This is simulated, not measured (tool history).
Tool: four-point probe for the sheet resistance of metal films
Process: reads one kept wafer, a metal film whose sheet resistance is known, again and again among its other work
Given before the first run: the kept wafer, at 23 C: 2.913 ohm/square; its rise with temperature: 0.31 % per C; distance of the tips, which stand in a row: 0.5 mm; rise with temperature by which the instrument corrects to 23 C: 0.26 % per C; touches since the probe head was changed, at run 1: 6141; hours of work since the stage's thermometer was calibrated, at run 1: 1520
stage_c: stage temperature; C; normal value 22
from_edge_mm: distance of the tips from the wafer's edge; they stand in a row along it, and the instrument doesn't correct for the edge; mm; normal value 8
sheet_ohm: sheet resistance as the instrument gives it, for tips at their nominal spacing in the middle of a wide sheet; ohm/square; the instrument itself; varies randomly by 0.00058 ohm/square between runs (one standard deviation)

run,hour,stage_c,from_edge_mm,touches since the probe head was changed,hours of work since the stage's thermometer was calibrated,sheet_ohm
1,0.0,22,8,6141,1520,2.925648
2,11.8,22,8,6371,1528,2.926276
3,18.2,22,22,6497,1532,2.920274
4,28.7,22,22,6702,1540,2.919411
5,38.9,22,22,6901,1547,2.919393
6,48.2,30,8,7084,1554,2.936668
7,60.4,30,8,7320,1562,2.936486
8,72.5,22,8,7557,1571,2.925447
9,85.3,22,4,7807,1580,2.943889
10,93.4,22,4,7966,1585,2.944118
11,100.1,22,4,8096,1590,2.944888
12,107.0,22,4,8231,1595,2.944364
13,119.9,25,4,8484,1604,2.948856
14,130.2,25,4,8686,1611,2.948669
15,144.4,18,8,8962,1621,2.919830
16,153.4,18,8,9138,1628,2.920979
17,163.0,18,8,9326,1634,2.919995
18,174.4,18,8,9549,1642,2.921141
19,184.0,22,8,9737,1649,2.925440
20,193.2,22,8,9916,1656,2.925670
21,206.6,22,8,10179,1665,2.926152
22,216.1,22,8,10363,1672,2.926804
23,223.8,22,8,10513,1677,2.925548
24,238.4,18,73,10799,1687,2.915518
25,250.6,29,7,11038,1696,2.937244
26,256.8,29,7,11159,1700,2.938552
27,267.8,20,23,11375,1708,2.917424
28,274.1,28,25,11497,1713,2.929392
29,280.5,18,4,11622,1717,2.938282
30,289.1,18,4,11790,1723,2.938801
31,297.4,21,67,11953,1729,2.919678
32,306.9,18,11,12138,1736,2.918095
33,314.7,18,11,12291,1741,2.917574
34,323.3,18,11,12458,1747,2.917628
35,335.9,18,11,12705,1756,2.918454
36,344.0,22,8,12864,1762,2.927636
37,357.5,20,28,13126,1771,2.918446
38,367.4,20,8,13321,1778,2.924083
39,375.0,20,8,13469,1784,2.924131
40,383.7,20,8,13639,1790,2.924946
41,398.3,30,8,13925,1800,2.937994
42,405.4,30,8,14063,1805,2.939605
43,419.7,30,8,14342,1815,2.937925
44,429.2,30,48,14528,1822,2.932902
45,442.4,30,48,14785,1831,2.932250

Difference, measured minus no-hidden-state, one row per run. Run-to-run variation is common to both terms; the gauge's own scatter need not be:
The hidden state here: inner tips' distance over the nominal, %; tips' flats over new ones', %; wafer's true temperature over the reading, C; drift of the gauge itself on sheet_ohm, %.
run,sheet_ohm
1,+0.007758
2,+0.007810
3,+0.007821
4,+0.007861
5,+0.007900
6,+0.007887
7,+0.007936
8,+0.008051
9,+0.008155
10,+0.008189
11,+0.008216
12,+0.008244
13,+0.008270
14,+0.008307
15,+0.008375
16,+0.008413
17,+0.008449
18,+0.008496
19,+0.008493
20,+0.008530
21,+0.008587
22,+0.008626
23,+0.008653
24,+0.008738
25,+0.008701
26,+0.008726
27,+0.008831
28,+0.008781
29,+0.008969
30,+0.009004
31,+0.008939
32,+0.009015
33,+0.009042
34,+0.009077
35,+0.009130
36,+0.009135
37,+0.009185
38,+0.009243
39,+0.009271
40,+0.009311
41,+0.009265
42,+0.009297
43,+0.009349
44,+0.009369
45,+0.009422
